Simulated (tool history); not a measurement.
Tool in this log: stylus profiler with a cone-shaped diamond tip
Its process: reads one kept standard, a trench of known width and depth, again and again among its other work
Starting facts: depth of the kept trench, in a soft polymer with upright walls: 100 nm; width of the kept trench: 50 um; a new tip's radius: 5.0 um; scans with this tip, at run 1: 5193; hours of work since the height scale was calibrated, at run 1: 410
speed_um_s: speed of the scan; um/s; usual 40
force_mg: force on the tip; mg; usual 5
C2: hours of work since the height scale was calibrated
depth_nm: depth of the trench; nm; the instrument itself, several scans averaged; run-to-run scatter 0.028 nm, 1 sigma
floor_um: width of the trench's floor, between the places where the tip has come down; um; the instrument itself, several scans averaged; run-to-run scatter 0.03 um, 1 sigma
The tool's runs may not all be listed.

run 1 hour=0 | speed_um_s=40 force_mg=5 | scans_with_this_tip=5193 C2=410 | depth_nm=102.03 floor_um=47.39
run 2 hour=37.7 | speed_um_s=40 force_mg=5 | scans_with_this_tip=5555 C2=438 | depth_nm=102.04 floor_um=47.35
run 3 hour=93.7 | speed_um_s=40 force_mg=5 | scans_with_this_tip=6094 C2=481 | depth_nm=102.02 floor_um=47.33
run 4 hour=144.1 | speed_um_s=40 force_mg=5 | scans_with_this_tip=6578 C2=519 | depth_nm=102.03 floor_um=47.27
run 5 hour=188.8 | speed_um_s=40 force_mg=3.8 | scans_with_this_tip=7008 C2=553 | depth_nm=101.63 floor_um=47.22
-- hour=194.6 height scale calibrated on a step standard
run 6 hour=215.1 | speed_um_s=40 force_mg=3.8 | scans_with_this_tip=7256 C2=16 | depth_nm=101.5 floor_um=47.19
run 7 hour=257.1 | speed_um_s=18 force_mg=2.61 | scans_with_this_tip=7660 C2=47 | depth_nm=101.12 floor_um=47.24
run 8 hour=294.8 | speed_um_s=18 force_mg=2.61 | scans_with_this_tip=8022 C2=76 | depth_nm=101.14 floor_um=47.21
run 9 hour=321 | speed_um_s=54 force_mg=2.65 | scans_with_this_tip=8274 C2=96 | depth_nm=101.01 floor_um=46.98
run 10 hour=362.4 | speed_um_s=23 force_mg=5 | scans_with_this_tip=8672 C2=127 | depth_nm=101.85 floor_um=47.17
run 11 hour=390.7 | speed_um_s=34 force_mg=2.91 | scans_with_this_tip=8943 C2=149 | depth_nm=101.21 floor_um=47.09

4 options for the next run, each taken on its own from the tool as it stands now. Forecast them:
run A hour=437.8 | speed_um_s=65 force_mg=6.06 | scans_with_this_tip=9396 C2=184 | depth_nm=? floor_um=?
run B hour=437.8 | speed_um_s=35 force_mg=7.44 | scans_with_this_tip=9396 C2=184 | depth_nm=? floor_um=?
run C hour=437.8 | speed_um_s=25 force_mg=5.14 | scans_with_this_tip=9396 C2=184 | depth_nm=? floor_um=?
run D hour=437.8 | speed_um_s=34 force_mg=14.23 | scans_with_this_tip=9396 C2=184 | depth_nm=? floor_um=?

run=A depth_nm=102.1 floor_um=47
run=B depth_nm=102.5 floor_um=47.08
run=C depth_nm=101.86 floor_um=47.18
run=D depth_nm=104.08 floor_um=47.15
Without the tool's unlogged condition, the same runs would have read:
run=A depth_nm=102.46 floor_um=47.76
run=B depth_nm=102.86 floor_um=47.85
run=C depth_nm=102.22 floor_um=47.95
run=D depth_nm=104.44 floor_um=47.92
